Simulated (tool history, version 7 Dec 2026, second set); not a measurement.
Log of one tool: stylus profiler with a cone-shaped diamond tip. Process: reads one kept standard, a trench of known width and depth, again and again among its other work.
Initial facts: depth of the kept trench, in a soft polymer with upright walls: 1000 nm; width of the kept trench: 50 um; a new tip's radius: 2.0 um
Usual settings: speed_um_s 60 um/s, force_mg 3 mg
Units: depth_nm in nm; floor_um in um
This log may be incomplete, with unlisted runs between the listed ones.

{"run": 1, "day": 0.0, "speed_um_s": 60, "force_mg": 3, "depth_nm": 1017.6, "floor_um": 44.47}
{"run": 2, "day": 0.733, "speed_um_s": 60, "force_mg": 3, "depth_nm": 1017.01, "floor_um": 44.46}
{"run": 3, "day": 1.183, "speed_um_s": 60, "force_mg": 3, "depth_nm": 1017.19, "floor_um": 44.5}
{"run": 4, "day": 1.875, "speed_um_s": 60, "force_mg": 3, "depth_nm": 1017.58, "floor_um": 44.42}
{"run": 5, "day": 2.454, "speed_um_s": 60, "force_mg": 3, "depth_nm": 1017.2, "floor_um": 44.41}
{"run": 6, "day": 2.867, "speed_um_s": 60, "force_mg": 3, "depth_nm": 1016.77, "floor_um": 44.4}
{"day": 2.938, "done": "height scale calibrated on a step standard"}
{"run": 7, "day": 3.242, "speed_um_s": 60, "force_mg": 3, "depth_nm": 1017.55, "floor_um": 44.42}
{"run": 8, "day": 3.933, "speed_um_s": 60, "force_mg": 3, "depth_nm": 1017.72, "floor_um": 44.33}
{"run": 9, "day": 4.538, "speed_um_s": 60, "force_mg": 3, "depth_nm": 1018.08, "floor_um": 44.37}
{"run": 10, "day": 5.104, "speed_um_s": 58, "force_mg": 5.13, "depth_nm": 1024.89, "floor_um": 44.42}
{"run": 11, "day": 5.817, "speed_um_s": 26, "force_mg": 2.96, "depth_nm": 1017.88, "floor_um": 44.49}
{"run": 12, "day": 6.325, "speed_um_s": 26, "force_mg": 2.96, "depth_nm": 1017.46, "floor_um": 44.52}
{"day": 6.679, "done": "height scale calibrated on a step standard, once more"}
{"run": 13, "day": 6.925, "speed_um_s": 26, "force_mg": 2.96, "depth_nm": 1015.54, "floor_um": 44.54}
{"run": 14, "day": 7.646, "speed_um_s": 26, "force_mg": 2.96, "depth_nm": 1015.34, "floor_um": 44.5}

Run 15 is up next; what results do you expect?
{"run": 15, "day": 8.221, "speed_um_s": 16, "force_mg": 4.89, "depth_nm": "?", "floor_um": "?"}

depth_nm: 1021.64 nm
floor_um: 44.57 um
Were there no unlogged condition in the tool, this run, its random variation unchanged, would have produced depth_nm 1021.83 nm, floor_um 46.52 um.
